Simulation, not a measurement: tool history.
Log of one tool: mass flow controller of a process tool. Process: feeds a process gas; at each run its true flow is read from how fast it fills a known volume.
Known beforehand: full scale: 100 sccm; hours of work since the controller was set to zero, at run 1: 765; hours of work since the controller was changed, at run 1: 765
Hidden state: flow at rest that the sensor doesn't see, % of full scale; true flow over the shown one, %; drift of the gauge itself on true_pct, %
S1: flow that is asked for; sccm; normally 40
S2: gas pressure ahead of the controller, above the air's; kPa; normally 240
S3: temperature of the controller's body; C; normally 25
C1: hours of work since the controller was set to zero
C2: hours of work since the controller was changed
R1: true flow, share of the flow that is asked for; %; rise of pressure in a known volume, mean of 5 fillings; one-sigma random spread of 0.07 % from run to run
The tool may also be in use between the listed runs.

{"run": 1, "hour": 0.0, "S1": 40, "S2": 240, "S3": 25, "C1": 765, "C2": 765, "R1": 98.75}
{"run": 2, "hour": 104.0, "S1": 40, "S2": 240, "S3": 25, "C1": 830, "C2": 830, "R1": 98.75}
{"run": 3, "hour": 192.9, "S1": 40, "S2": 240, "S3": 25, "C1": 885, "C2": 885, "R1": 98.86}
{"run": 4, "hour": 315.8, "S1": 40, "S2": 240, "S3": 24, "C1": 960, "C2": 960, "R1": 98.85}
{"run": 5, "hour": 384.6, "S1": 40, "S2": 240, "S3": 24, "C1": 1003, "C2": 1003, "R1": 98.91}
{"run": 6, "hour": 519.6, "S1": 40, "S2": 240, "S3": 25, "C1": 1086, "C2": 1086, "R1": 98.87}
{"run": 7, "hour": 634.3, "S1": 40, "S2": 240, "S3": 25, "C1": 1157, "C2": 1157, "R1": 98.81}
{"run": 8, "hour": 719.1, "S1": 40, "S2": 240, "S3": 25, "C1": 1210, "C2": 1210, "R1": 98.9}
{"run": 9, "hour": 828.1, "S1": 40, "S2": 240, "S3": 25, "C1": 1277, "C2": 1277, "R1": 98.89}
{"run": 10, "hour": 961.7, "S1": 40, "S2": 240, "S3": 25, "C1": 1360, "C2": 1360, "R1": 99.17}
{"run": 11, "hour": 1065.5, "S1": 40, "S2": 203, "S3": 25, "C1": 1424, "C2": 1424, "R1": 99.07}
{"run": 12, "hour": 1198.0, "S1": 40, "S2": 240, "S3": 25, "C1": 1506, "C2": 1506, "R1": 99.03}
{"run": 13, "hour": 1279.8, "S1": 40, "S2": 240, "S3": 25, "C1": 1556, "C2": 1556, "R1": 99.02}
{"run": 14, "hour": 1396.2, "S1": 40, "S2": 240, "S3": 25, "C1": 1628, "C2": 1628, "R1": 99.04}
{"run": 15, "hour": 1464.4, "S1": 40, "S2": 240, "S3": 25, "C1": 1670, "C2": 1670, "R1": 99.15}
{"run": 16, "hour": 1540.1, "S1": 40, "S2": 240, "S3": 34, "C1": 1717, "C2": 1717, "R1": 98.55}
{"run": 17, "hour": 1677.4, "S1": 40, "S2": 240, "S3": 34, "C1": 1802, "C2": 1802, "R1": 98.78}
{"run": 18, "hour": 1756.1, "S1": 40, "S2": 240, "S3": 34, "C1": 1850, "C2": 1850, "R1": 98.76}
{"run": 19, "hour": 1814.4, "S1": 40, "S2": 240, "S3": 31, "C1": 1886, "C2": 1886, "R1": 98.68}
{"run": 20, "hour": 1899.8, "S1": 63, "S2": 175, "S3": 34, "C1": 1939, "C2": 1939, "R1": 99.34}
{"run": 21, "hour": 1987.7, "S1": 63, "S2": 175, "S3": 34, "C1": 1993, "C2": 1993, "R1": 99.26}
{"run": 22, "hour": 2076.7, "S1": 16, "S2": 175, "S3": 33, "C1": 2048, "C2": 2048, "R1": 98.81}
{"run": 23, "hour": 2203.6, "S1": 40, "S2": 228, "S3": 21, "C1": 2127, "C2": 2127, "R1": 99.52}
{"run": 24, "hour": 2265.6, "S1": 40, "S2": 248, "S3": 38, "C1": 2165, "C2": 2165, "R1": 98.43}
{"run": 25, "hour": 2400.6, "S1": 47, "S2": 240, "S3": 25, "C1": 2249, "C2": 2249, "R1": 99.32}
{"run": 26, "hour": 2485.8, "S1": 32, "S2": 207, "S3": 22, "C1": 2301, "C2": 2301, "R1": 99.49}
{"run": 27, "hour": 2556.8, "S1": 16, "S2": 240, "S3": 39, "C1": 2345, "C2": 2345, "R1": 98.63}
{"run": 28, "hour": 2652.5, "S1": 86, "S2": 172, "S3": 25, "C1": 2404, "C2": 2404, "R1": 100.52}
{"run": 29, "hour": 2779.7, "S1": 86, "S2": 172, "S3": 25, "C1": 2483, "C2": 2483, "R1": 100.54}
{"run": 30, "hour": 2917.4, "S1": 88, "S2": 240, "S3": 22, "C1": 2568, "C2": 2568, "R1": 100.6}
{"run": 31, "hour": 3029.8, "S1": 40, "S2": 159, "S3": 25, "C1": 2637, "C2": 2637, "R1": 99.77}
{"run": 32, "hour": 3156.6, "S1": 44, "S2": 159, "S3": 25, "C1": 2716, "C2": 2716, "R1": 99.77}
{"run": 33, "hour": 3294.6, "S1": 21, "S2": 216, "S3": 20, "C1": 2801, "C2": 2801, "R1": 99.81}
{"run": 34, "hour": 3359.0, "S1": 40, "S2": 200, "S3": 22, "C1": 2841, "C2": 2841, "R1": 99.83}
{"run": 35, "hour": 3444.0, "S1": 40, "S2": 153, "S3": 39, "C1": 2893, "C2": 2893, "R1": 99}
{"run": 36, "hour": 3522.1, "S1": 13, "S2": 156, "S3": 25, "C1": 2942, "C2": 2942, "R1": 100.19}
{"run": 37, "hour": 3651.7, "S1": 13, "S2": 263, "S3": 25, "C1": 3022, "C2": 3022, "R1": 100.11}
{"run": 38, "hour": 3787.9, "S1": 13, "S2": 263, "S3": 25, "C1": 3106, "C2": 3106, "R1": 100.39}

For some of the steps in R1 from one run to the next: how much would appear even if the tool had no hidden state, given the settings, what came in and random variation, and how much remains for the hidden state plus any gauge scatter that the measured result and the result without hidden state don't share?
Run 21 -> 22: S1 63 -> 16, S3 34 -> 33. R1 -0.45 %: hidden state +0.71, all else -1.16.
Run 23 -> 24: S2 228 -> 248, S3 21 -> 38. R1 -1.09 %: hidden state +0.01, all else -1.1.
Run 27 -> 28: S1 16 -> 86, S2 240 -> 172, S3 39 -> 25. R1 +1.89 %: hidden state -0.83, all else +2.72.
Run 35 -> 36: S1 40 -> 13, S2 153 -> 156, S3 39 -> 25. R1 +1.19 %: hidden state +1.12, all else +0.07.

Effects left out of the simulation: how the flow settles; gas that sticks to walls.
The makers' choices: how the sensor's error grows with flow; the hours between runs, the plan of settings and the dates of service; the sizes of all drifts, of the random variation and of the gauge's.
